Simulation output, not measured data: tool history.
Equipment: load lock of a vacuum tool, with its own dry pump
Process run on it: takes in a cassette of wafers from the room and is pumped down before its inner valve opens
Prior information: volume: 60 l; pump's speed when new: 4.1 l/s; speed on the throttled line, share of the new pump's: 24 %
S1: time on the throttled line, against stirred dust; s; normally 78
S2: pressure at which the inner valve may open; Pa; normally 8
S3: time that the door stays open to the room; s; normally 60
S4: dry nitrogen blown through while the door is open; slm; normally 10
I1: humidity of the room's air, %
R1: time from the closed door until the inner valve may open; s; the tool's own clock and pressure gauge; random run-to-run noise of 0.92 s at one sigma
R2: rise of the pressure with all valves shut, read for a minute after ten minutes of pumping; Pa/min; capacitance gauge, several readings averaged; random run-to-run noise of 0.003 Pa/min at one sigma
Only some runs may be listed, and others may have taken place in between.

run 1 hour=0.0 | S1=78 S2=8 S3=60 S4=10 | I1=47.6 | R1=205.2 R2=0.061
run 2 hour=309.4 | S1=78 S2=8 S3=60 S4=10 | I1=45.1 | R1=204.3 R2=0.069
run 3 hour=602.0 | S1=78 S2=8 S3=60 S4=10 | I1=46.5 | R1=202.7 R2=0.072
run 4 hour=766.8 | S1=78 S2=8 S3=60 S4=10 | I1=43.3 | R1=203.1 R2=0.063
run 5 hour=1022.7 | S1=78 S2=8 S3=60 S4=10 | I1=47.8 | R1=204.8 R2=0.072
run 6 hour=1259.4 | S1=78 S2=8 S3=60 S4=10 | I1=45.3 | R1=205.0 R2=0.070
run 7 hour=1479.0 | S1=78 S2=8 S3=80 S4=10 | I1=43.2 | R1=205.5 R2=0.077
run 8 hour=1725.8 | S1=78 S2=8 S3=68 S4=10 | I1=48.3 | R1=206.6 R2=0.083
run 9 hour=2000.8 | S1=78 S2=8 S3=68 S4=10 | I1=43.7 | R1=207.7 R2=0.081
run 10 hour=2329.3 | S1=78 S2=11 S3=60 S4=10 | I1=45.5 | R1=200.6 R2=0.080
run 11 hour=2624.2 | S1=78 S2=11 S3=60 S4=10 | I1=44.9 | R1=199.0 R2=0.088
run 12 hour=2837.9 | S1=78 S2=8 S3=39 S4=5 | I1=44.8 | R1=207.5 R2=0.089
run 13 hour=3097.8 | S1=78 S2=8 S3=53 S4=16 | I1=45.7 | R1=207.6 R2=0.090
run 14 hour=3286.7 | S1=78 S2=8 S3=38 S4=35 | I1=47.8 | R1=207.8 R2=0.071
run 15 hour=3598.0 | S1=63 S2=8 S3=38 S4=9 | I1=43.7 | R1=195.2 R2=0.088
run 16 hour=3797.7 | S1=78 S2=12 S3=49 S4=24 | I1=43.7 | R1=200.0 R2=0.080
run 17 hour=4093.3 | S1=78 S2=8 S3=182 S4=4 | I1=49.3 | R1=208.2 R2=0.147
run 18 hour=4392.5 | S1=43 S2=9 S3=25 S4=10 | I1=45.0 | R1=181.5 R2=0.103
run 19 hour=4709.1 | S1=43 S2=11 S3=25 S4=10 | I1=47.1 | R1=178.3 R2=0.096
run 20 hour=4896.8 | S1=66 S2=11 S3=87 S4=9 | I1=46.3 | R1=194.2 R2=0.122
run 21 hour=5108.8 | S1=78 S2=8 S3=30 S4=10 | I1=45.7 | R1=208.5 R2=0.105

Here are 4 independent what-if runs from the current tool condition. What would each one return?
run A hour=5437.5 | S1=83 S2=8 S3=76 S4=10 | I1=41.8 | R1=? R2=?
run B hour=5437.5 | S1=135 S2=8 S3=30 S4=10 | I1=43.3 | R1=? R2=?
run C hour=5437.5 | S1=78 S2=9 S3=202 S4=16 | I1=44.1 | R1=? R2=?
run D hour=5437.5 | S1=40 S2=8 S3=99 S4=10 | I1=43.3 | R1=? R2=?

run=A R1=213.1 R2=0.123
run=B R1=250.8 R2=0.113
run=C R1=205.6 R2=0.143
run=D R1=181.2 R2=0.128
Take away the tool's hidden state, keep each run's random variation, and the runs would have read:
run=A R1=203.0 R2=0.049
run=B R1=241.8 R2=0.037
run=C R1=196.0 R2=0.068
run=D R1=170.6 R2=0.053
